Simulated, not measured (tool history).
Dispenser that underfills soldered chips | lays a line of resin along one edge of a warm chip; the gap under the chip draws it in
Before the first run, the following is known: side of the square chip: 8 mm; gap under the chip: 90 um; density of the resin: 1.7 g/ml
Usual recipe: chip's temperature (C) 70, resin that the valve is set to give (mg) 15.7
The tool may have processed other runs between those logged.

run    day  chip's temperature (C)  resin that the valve is set to give (mg)  time until the resin shows at the far edge (s)  resin that the valve gave (mg)
  1  0.000                      70                                      15.7                                            19.6                           15.28
  2  0.250                      70                                      15.7                                            23.6                           15.38
  3  0.425                      70                                      15.7                                            27.2                           15.22
     0.496  -- new syringe of resin
  4  0.808                      70                                      15.7                                            25.0                           15.17
     0.988  -- new syringe of resin
  5  1.012                      70                                      15.6                                            19.7                           14.97
  6  1.346                      70                                      15.6                                            25.0                           14.93
     1.496  -- new syringe of resin
  7  1.533                      70                                      15.6                                            20.4                           14.75
  8  1.850                      70                                      15.7                                            25.3                           14.97
     1.958  -- dispensing valve cleaned and set on the balance
     2.042  -- new syringe of resin
  9  2.171                      70                                      15.7                                            21.6                           15.64
 10  2.342                      74                                      15.7                                            20.8                           15.59
     2.550  -- new syringe of resin
 11  2.696                      74                                      15.7                                            18.3                           15.63
 12  2.996                      74                                      15.7                                            23.6                           15.57
     3.042  -- new syringe of resin
 13  3.225                      74                                      19.2                                            18.8                           18.92
     3.529  -- new syringe of resin
 14  3.529                      70                                      15.7                                            19.1                           15.32
 15  3.850                      70                                      15.7                                            25.1                           15.12
     4.017  -- new syringe of resin
 16  4.083                      70                                      15.7                                            20.5                           15.15
 17  4.379                      70                                      15.7                                            26.0                           15.35
     4.504  -- new syringe of resin
 18  4.679                      81                                      15.4                                            13.5                           14.98
     5.004  -- new syringe of resin
 19  5.046                      81                                      15.4                                            12.6                           14.61
 20  5.333                      63                                      14.5                                            35.1                           13.87
     5.404  -- dispensing valve cleaned and set on the balance
     5.508  -- stage's temperature calibrated
     5.604  -- new syringe of resin
 21  5.638                      63                                      14.5                                            29.0                           14.42
 22  5.983                      63                                      14.5                                            38.4                           14.36
     6.100  -- new syringe of resin
 23  6.258                      63                                      15.7                                            32.8                           15.58
 24  6.546                      59                                      17.8                                            47.6                           17.63
     6.592  -- new syringe of resin
 25  6.942                      59                                      17.8                                            44.0                           17.54
     7.088  -- new syringe of resin
 26  7.212                      82                                      18.7                                            13.3                           18.31
 27  7.388                      82                                      18.7                                            15.2                           18.26
     7.579  -- new syringe of resin
 28  7.717                      71                                      18.0                                            22.2                           17.60
     8.071  -- new syringe of resin
 29  8.088                      61                                      18.3                                            30.1                           17.60
 30  8.346                      61                                      18.3                                            37.9                           17.81
     8.558  -- new syringe of resin
 31  8.658                      61                                      18.3                                            32.8                           17.53
     8.900  -- dispensing valve cleaned and set on the balance
 32  8.979                      61                                      18.3                                            40.6                           18.39
     9.100  -- new syringe of resin
 33  9.208                      81                                      16.2                                            14.3                           16.05
 34  9.417                      70                                      19.7                                            24.6                           19.59

Predict each of these 5 candidate next runs independently; none follows another, all start after run 34:
     9.612  -- new syringe of resin
  A  9.808                      70                                      18.4                                               ?                               ?
     9.612  -- new syringe of resin
  B  9.808                      84                                      15.3                                               ?                               ?
     9.612  -- new syringe of resin
  C  9.808                      73                                      16.0                                               ?                               ?
     9.612  -- new syringe of resin
  D  9.808                      70                                      14.2                                               ?                               ?
     9.612  -- new syringe of resin
  E  9.808                      84                                      17.8                                               ?                               ?

run  time until the resin shows at the far edge (s)  resin that the valve gave (mg)
  A                                            23.7                           18.34
  B                                            13.0                           15.22
  C                                            20.5                           15.96
  D                                            24.4                           14.16
  E                                            13.0                           17.68
Without the tool's unlogged condition, the same runs would have read:
run  time until the resin shows at the far edge (s)  resin that the valve gave (mg)
  A                                            20.4                           18.54
  B                                            11.1                           15.39
  C                                            17.6                           16.13
  D                                            21.0                           14.31
  E                                            11.2                           17.87

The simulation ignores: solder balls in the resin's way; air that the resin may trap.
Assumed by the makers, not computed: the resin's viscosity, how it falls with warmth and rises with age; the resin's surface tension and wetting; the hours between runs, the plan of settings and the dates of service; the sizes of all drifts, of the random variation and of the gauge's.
